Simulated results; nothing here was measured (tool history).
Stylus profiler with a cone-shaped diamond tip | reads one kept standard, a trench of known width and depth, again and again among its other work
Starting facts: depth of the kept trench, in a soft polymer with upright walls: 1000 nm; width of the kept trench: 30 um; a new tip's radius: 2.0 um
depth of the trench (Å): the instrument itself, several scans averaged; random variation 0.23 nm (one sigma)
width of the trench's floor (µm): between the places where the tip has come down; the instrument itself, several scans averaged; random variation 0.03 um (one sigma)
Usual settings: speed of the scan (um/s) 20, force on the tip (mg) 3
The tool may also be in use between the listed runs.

| run | hour | speed of the scan (um/s) | force on the tip (mg) | depth of the trench (Å) | width of the trench's floor (µm) |
|---|---|---|---|---|---|
| 1 | 0 | 20 | 3 | 10126.3 | 26.47 |
| 2 | 8 | 20 | 3 | 10130.4 | 26.48 |
| 3 | 16 | 20 | 3 | 10130.6 | 26.42 |
| 4 | 32.1 | 29 | 3 | 10131 | 26.34 |
| 5 | 40.5 | 29 | 3 | 10124.4 | 26.42 |
| 6 | 52.1 | 29 | 3 | 10128.6 | 26.39 |
| 7 | 60.4 | 20 | 3 | 10127.9 | 26.4 |
| 8 | 67.5 | 7 | 3 | 10128.5 | 26.46 |
| 9 | 74.2 | 70 | 3 | 10133.7 | 26.25 |
| 10 | 88.8 | 24 | 3 | 10130.1 | 26.39 |
| 11 | 103.2 | 24 | 4.28 | 10165.9 | 26.45 |
| 12 | 111.8 | 6 | 3 | 10130.9 | 26.5 |
| 13 | 125.3 | 20 | 6.03 | 10210.8 | 26.48 |
| 14 | 133.2 | 20 | 6.03 | 10205.7 | 26.44 |
| 15 | 142.8 | 33 | 2.14 | 10102.9 | 26.34 |
| 16 | 152.2 | 33 | 2.14 | 10101.1 | 26.28 |
| 17 | 165.2 | 6 | 2.03 | 10099.2 | 26.52 |
| 18 | 178 | 10 | 2.52 | 10115.9 | 26.49 |
| 19 | 187.1 | 6 | 4.64 | 10176.1 | 26.56 |
| 20 | 196.1 | 6 | 4.64 | 10176.7 | 26.52 |
| 21 | 210.7 | 20 | 2.16 | 10101.5 | 26.44 |
| 22 | 221.9 | 5 | 6.29 | 10213.8 | 26.54 |
| 23 | 228.7 | 45 | 7.3 | 10231.6 | 26.38 |
| 24 | 237.3 | 45 | 7.3 | 10232.8 | 26.39 |
| 25 | 249.1 | 26 | 4 | 10152.7 | 26.43 |
| 26 | 260.6 | 33 | 3.84 | 10154.6 | 26.34 |
| 27 | 270.6 | 33 | 3.84 | 10152.3 | 26.46 |
| 28 | 279.7 | 8 | 6.85 | 10229.6 | 26.48 |

Alternative continuations, all from the tool just after run 28; predict every row:
| A | 295.6 | 60 | 1.49 | ? | ? |
| B | 295.6 | 49 | 3 | ? | ? |
| C | 295.6 | 8 | 6.22 | ? | ? |
| D | 295.6 | 46 | 3.59 | ? | ? |
| E | 295.6 | 10 | 1.06 | ? | ? |

| run | depth of the trench (Å) | width of the trench's floor (µm) |
|---|---|---|
| A | 10083.4 | 26.15 |
| B | 10130.7 | 26.24 |
| C | 10210.2 | 26.55 |
| D | 10143 | 26.31 |
| E | 10064.6 | 26.44 |
With no hidden state in the tool, these same runs would have given:
| run | depth of the trench (Å) | width of the trench's floor (µm) |
|---|---|---|
| A | 10083.5 | 26.15 |
| B | 10130.7 | 26.24 |
| C | 10210.2 | 26.55 |
| D | 10143 | 26.31 |
| E | 10064.6 | 26.44 |
